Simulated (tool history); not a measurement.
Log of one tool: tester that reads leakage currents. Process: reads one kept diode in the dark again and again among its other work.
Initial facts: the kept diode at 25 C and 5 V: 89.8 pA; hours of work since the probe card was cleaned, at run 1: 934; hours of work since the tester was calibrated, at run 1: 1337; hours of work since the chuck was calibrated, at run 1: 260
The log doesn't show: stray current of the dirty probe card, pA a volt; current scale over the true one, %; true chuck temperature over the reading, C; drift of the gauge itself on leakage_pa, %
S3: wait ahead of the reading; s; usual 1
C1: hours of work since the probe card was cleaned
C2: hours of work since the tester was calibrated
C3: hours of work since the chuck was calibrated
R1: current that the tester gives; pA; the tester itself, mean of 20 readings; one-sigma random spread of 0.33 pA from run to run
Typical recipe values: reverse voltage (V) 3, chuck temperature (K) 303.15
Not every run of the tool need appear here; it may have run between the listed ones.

{"run": 1, "hour": 0.0, "reverse voltage (V)": 3, "chuck temperature (K)": 303.15, "S3": 1, "C1": 934, "C2": 1337, "C3": 260, "R1": 112.05}
{"run": 2, "hour": 21.6, "reverse voltage (V)": 3, "chuck temperature (K)": 306.15, "S3": 1, "C1": 951, "C2": 1354, "C3": 277, "R1": 145.63}
{"run": 3, "hour": 55.3, "reverse voltage (V)": 3, "chuck temperature (K)": 306.15, "S3": 1, "C1": 978, "C2": 1381, "C3": 304, "R1": 145.21}
{"run": 4, "hour": 92.0, "reverse voltage (V)": 3, "chuck temperature (K)": 306.15, "S3": 1, "C1": 1007, "C2": 1410, "C3": 334, "R1": 146.37}
{"run": 5, "hour": 119.2, "reverse voltage (V)": 3, "chuck temperature (K)": 306.15, "S3": 1, "C1": 1029, "C2": 1432, "C3": 355, "R1": 146.33}
{"run": 6, "hour": 158.8, "reverse voltage (V)": 3, "chuck temperature (K)": 306.15, "S3": 1, "C1": 1060, "C2": 1463, "C3": 387, "R1": 145.58}
{"run": 7, "hour": 185.6, "reverse voltage (V)": 3, "chuck temperature (K)": 306.15, "S3": 1, "C1": 1082, "C2": 1485, "C3": 408, "R1": 146.08}
{"run": 8, "hour": 209.1, "reverse voltage (V)": 3, "chuck temperature (K)": 306.15, "S3": 1, "C1": 1100, "C2": 1504, "C3": 427, "R1": 145.73}
{"run": 9, "hour": 229.3, "reverse voltage (V)": 5.43, "chuck temperature (K)": 306.15, "S3": 1, "C1": 1117, "C2": 1520, "C3": 443, "R1": 204.78}
{"run": 10, "hour": 270.6, "reverse voltage (V)": 5.43, "chuck temperature (K)": 306.15, "S3": 1, "C1": 1150, "C2": 1553, "C3": 476, "R1": 204.91}
{"run": 11, "hour": 293.3, "reverse voltage (V)": 3, "chuck temperature (K)": 303.15, "S3": 2.34, "C1": 1168, "C2": 1571, "C3": 494, "R1": 112.92}
{"run": 12, "hour": 335.7, "reverse voltage (V)": 1.61, "chuck temperature (K)": 306.15, "S3": 9.48, "C1": 1201, "C2": 1605, "C3": 528, "R1": 103.38}
{"run": 13, "hour": 375.9, "reverse voltage (V)": 15.6, "chuck temperature (K)": 298.15, "S3": 9.24, "C1": 1233, "C2": 1637, "C3": 560, "R1": 183.91}
{"run": 14, "hour": 404.0, "reverse voltage (V)": 3, "chuck temperature (K)": 303.15, "S3": 4.14, "C1": 1256, "C2": 1659, "C3": 583, "R1": 113.33}
{"run": 15, "hour": 441.6, "reverse voltage (V)": 2.41, "chuck temperature (K)": 315.15, "S3": 7.08, "C1": 1286, "C2": 1689, "C3": 612, "R1": 276.44}
{"hour": 447.1, "done": "tester calibrated"}
{"run": 16, "hour": 479.6, "reverse voltage (V)": 3.18, "chuck temperature (K)": 312.15, "S3": 1.24, "C1": 1315, "C2": 26, "C3": 641, "R1": 252.38}
{"run": 17, "hour": 498.3, "reverse voltage (V)": 3.18, "chuck temperature (K)": 312.15, "S3": 1.24, "C1": 1329, "C2": 41, "C3": 656, "R1": 253.56}
{"run": 18, "hour": 540.0, "reverse voltage (V)": 2.31, "chuck temperature (K)": 318.15, "S3": 1, "C1": 1363, "C2": 74, "C3": 689, "R1": 348.71}
{"run": 19, "hour": 583.2, "reverse voltage (V)": 1.84, "chuck temperature (K)": 318.15, "S3": 1, "C1": 1397, "C2": 109, "C3": 724, "R1": 307.66}
{"run": 20, "hour": 615.7, "reverse voltage (V)": 16.15, "chuck temperature (K)": 308.15, "S3": 1, "C1": 1423, "C2": 135, "C3": 750, "R1": 457.62}
{"run": 21, "hour": 656.4, "reverse voltage (V)": 13.41, "chuck temperature (K)": 319.15, "S3": 1.24, "C1": 1456, "C2": 167, "C3": 782, "R1": 1008.94}

What if the next run were any one of these 5? Each begins from the tool's condition after run 21:
{"run": "A", "hour": 685.3, "reverse voltage (V)": 2.36, "chuck temperature (K)": 314.15, "S3": 0.38, "C1": 1479, "C2": 190, "C3": 805, "R1": "?"}
{"run": "B", "hour": 685.3, "reverse voltage (V)": 1.32, "chuck temperature (K)": 319.15, "S3": 0.38, "C1": 1479, "C2": 190, "C3": 805, "R1": "?"}
{"run": "C", "hour": 685.3, "reverse voltage (V)": 2.89, "chuck temperature (K)": 298.15, "S3": 0.89, "C1": 1479, "C2": 190, "C3": 805, "R1": "?"}
{"run": "D", "hour": 685.3, "reverse voltage (V)": 4.27, "chuck temperature (K)": 296.15, "S3": 0.85, "C1": 1479, "C2": 190, "C3": 805, "R1": "?"}
{"run": "E", "hour": 685.3, "reverse voltage (V)": 4.75, "chuck temperature (K)": 302.15, "S3": 0.45, "C1": 1479, "C2": 190, "C3": 805, "R1": "?"}

run=A R1=255.9
run=B R1=278.88
run=C R1=73.02
run=D R1=76.56
run=E R1=139.16
Take away the tool's hidden state, keep each run's random variation, and the runs would have read:
run=A R1=240.75
run=B R1=263.34
run=C R1=67.29
run=D R1=69.95
run=E R1=128.85
